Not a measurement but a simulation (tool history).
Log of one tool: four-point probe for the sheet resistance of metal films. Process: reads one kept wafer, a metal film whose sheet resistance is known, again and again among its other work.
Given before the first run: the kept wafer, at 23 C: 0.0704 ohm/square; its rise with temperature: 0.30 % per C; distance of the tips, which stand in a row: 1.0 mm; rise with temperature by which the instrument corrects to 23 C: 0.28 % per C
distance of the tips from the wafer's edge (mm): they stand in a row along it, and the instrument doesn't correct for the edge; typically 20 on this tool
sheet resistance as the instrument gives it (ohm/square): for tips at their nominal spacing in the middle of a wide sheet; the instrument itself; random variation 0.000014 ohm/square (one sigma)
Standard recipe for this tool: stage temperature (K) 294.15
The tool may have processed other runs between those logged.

run	day	stage temperature (K)	distance of the tips from the wafer's edge (mm)	sheet resistance as the instrument gives it (ohm/square)
1	0.000	294.15	20	0.070100
2	2.862	292.15	20	0.070072
3	7.146	292.15	20	0.070054
4	12.346	294.15	20	0.070097
5	16.008	294.15	4	0.072277
6	19.225	294.15	4	0.072269
7	23.446	294.15	4	0.072212
8	27.462	294.15	4	0.072253
9	32.704	294.15	20	0.070040
10	38.150	297.15	20	0.070059
11	43.358	294.15	4	0.072182
12	48.346	294.15	3	0.073825
13	52.200	294.15	3	0.073869
14	54.725	294.15	3	0.073838
15	59.658	294.15	20	0.070001
16	62.575	294.15	20	0.069946
17	67.212	294.15	20	0.069990
18	69.988	294.15	20	0.069944
19	72.704	294.15	20	0.069921
20	75.896	294.15	20	0.069938
21	78.442	294.15	20	0.069948
22	81.338	294.15	14	0.070046
23	85.700	291.15	20	0.069909
24	88.962	291.15	20	0.069887
25	94.025	303.15	20	0.069990
26	96.879	301.15	5	0.071342
27	100.262	294.15	6	0.070807
28	105.021	294.15	28	0.069821
29	107.408	299.15	17	0.069999
30	110.888	299.15	17	0.069962
31	113.158	294.15	11	0.070070
32	115.754	303.15	10	0.070261
33	118.275	303.15	10	0.070245
34	121.933	306.15	28	0.069991
35	125.983	306.15	28	0.070009
36	130.588	306.15	28	0.069989
37	134.933	301.15	3	0.073786
38	139.312	301.15	3	0.073813
39	141.783	294.15	4	0.072024
40	144.733	301.15	5	0.071340
41	150.362	292.15	44	0.069711
42	154.042	292.15	44	0.069716
43	159.554	291.15	5	0.071157
44	164.583	304.15	5	0.071869
45	168.733	297.15	5	0.071768

Not shown here: 3 entries made in the log between runs. Locate each between two listed runs and compare the hidden state at the listed run before it with the hidden state at the listed run after it:
Runs 24 to 25: stage's thermometer calibrated (day 92.308)
  inner tips' distance over the nominal, %: -0.679 -> -0.69; tips' flats over new ones', %: 79 -> 81; wafer's true temperature over the reading, C: -0.16 -> -0.23
  the result without the hidden state subtracted from the measured one, sheet resistance as the instrument gives it (ohm/square): -0.000550 -> -0.000573
Runs 33 to 34: stage's thermometer calibrated, once more (day 120.079)
  inner tips' distance over the nominal, %: -0.748 -> -0.756; tips' flats over new ones', %: 90 -> 91; wafer's true temperature over the reading, C: -0.26 -> 0
  the result without the hidden state subtracted from the measured one, sheet resistance as the instrument gives it (ohm/square): -0.000626 -> -0.000576
Runs 43 to 44: new probe head fitted (day 164.583)
  inner tips' distance over the nominal, %: -0.848 -> -0.126; tips' flats over new ones', %: 105 -> 0; wafer's true temperature over the reading, C: -0.05 -> -0.06
  the result without the hidden state subtracted from the measured one, sheet resistance as the instrument gives it (ohm/square): -0.000668 -> -0.000110
